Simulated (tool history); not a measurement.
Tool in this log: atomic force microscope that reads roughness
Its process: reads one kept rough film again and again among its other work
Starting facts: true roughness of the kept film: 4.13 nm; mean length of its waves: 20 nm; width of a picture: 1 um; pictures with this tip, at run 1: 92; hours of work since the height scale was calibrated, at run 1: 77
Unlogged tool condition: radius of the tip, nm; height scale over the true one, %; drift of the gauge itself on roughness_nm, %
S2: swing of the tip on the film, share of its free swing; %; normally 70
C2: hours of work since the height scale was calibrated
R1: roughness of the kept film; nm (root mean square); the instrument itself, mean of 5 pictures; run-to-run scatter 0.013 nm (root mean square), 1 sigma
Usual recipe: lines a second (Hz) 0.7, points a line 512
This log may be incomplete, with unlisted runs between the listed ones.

{"run": 1, "hour": 0.0, "lines a second (Hz)": 0.7, "S2": 70, "points a line": 512, "pictures with this tip": 92, "C2": 77, "R1": 1.969}
{"run": 2, "hour": 45.2, "lines a second (Hz)": 0.7, "S2": 70, "points a line": 512, "pictures with this tip": 132, "C2": 99, "R1": 1.717}
{"hour": 87.3, "done": "new tip fitted"}
{"run": 3, "hour": 107.5, "lines a second (Hz)": 0.7, "S2": 70, "points a line": 512, "pictures with this tip": 18, "C2": 130, "R1": 2.838}
{"run": 4, "hour": 171.3, "lines a second (Hz)": 0.7, "S2": 70, "points a line": 512, "pictures with this tip": 73, "C2": 162, "R1": 2.311}
{"run": 5, "hour": 228.3, "lines a second (Hz)": 0.7, "S2": 70, "points a line": 512, "pictures with this tip": 123, "C2": 191, "R1": 1.918}
{"hour": 280.0, "done": "new tip fitted"}
{"run": 6, "hour": 289.3, "lines a second (Hz)": 0.7, "S2": 70, "points a line": 512, "pictures with this tip": 8, "C2": 221, "R1": 2.966}
{"run": 7, "hour": 336.8, "lines a second (Hz)": 0.7, "S2": 70, "points a line": 269, "pictures with this tip": 49, "C2": 245, "R1": 2.415}
{"run": 8, "hour": 402.2, "lines a second (Hz)": 1.257, "S2": 70, "points a line": 512, "pictures with this tip": 106, "C2": 278, "R1": 1.972}
{"run": 9, "hour": 443.4, "lines a second (Hz)": 0.7, "S2": 59, "points a line": 512, "pictures with this tip": 142, "C2": 299, "R1": 1.835}
{"hour": 472.8, "done": "new tip fitted"}
{"run": 10, "hour": 513.1, "lines a second (Hz)": 0.7, "S2": 59, "points a line": 512, "pictures with this tip": 35, "C2": 333, "R1": 2.623}
{"run": 11, "hour": 570.2, "lines a second (Hz)": 0.7, "S2": 67, "points a line": 737, "pictures with this tip": 85, "C2": 362, "R1": 2.157}
{"run": 12, "hour": 601.1, "lines a second (Hz)": 0.7, "S2": 67, "points a line": 737, "pictures with this tip": 111, "C2": 378, "R1": 1.954}
{"run": 13, "hour": 649.1, "lines a second (Hz)": 1.349, "S2": 81, "points a line": 512, "pictures with this tip": 153, "C2": 402, "R1": 1.596}
{"hour": 663.4, "done": "new tip fitted"}
{"run": 14, "hour": 713.1, "lines a second (Hz)": 1.059, "S2": 84, "points a line": 711, "pictures with this tip": 44, "C2": 433, "R1": 2.46}
{"run": 15, "hour": 766.1, "lines a second (Hz)": 1.059, "S2": 84, "points a line": 711, "pictures with this tip": 90, "C2": 460, "R1": 2.103}
{"run": 16, "hour": 820.7, "lines a second (Hz)": 1.059, "S2": 84, "points a line": 711, "pictures with this tip": 138, "C2": 487, "R1": 1.789}
{"hour": 852.6, "done": "new tip fitted"}
{"run": 17, "hour": 865.7, "lines a second (Hz)": 1.059, "S2": 84, "points a line": 711, "pictures with this tip": 11, "C2": 510, "R1": 2.812}

Selected run-to-run steps in R1, each split into two signed amounts: the part the tool would show with no hidden state at all (from settings, incoming material and random variation), and the remainder, which goes to the hidden state together with any gauge scatter not common to the measured and the hidden-state-free results:
Run 2 -> 3: new tip fitted. R1 +1.121 nm (root mean square): hidden state +1.154, all else -0.033.
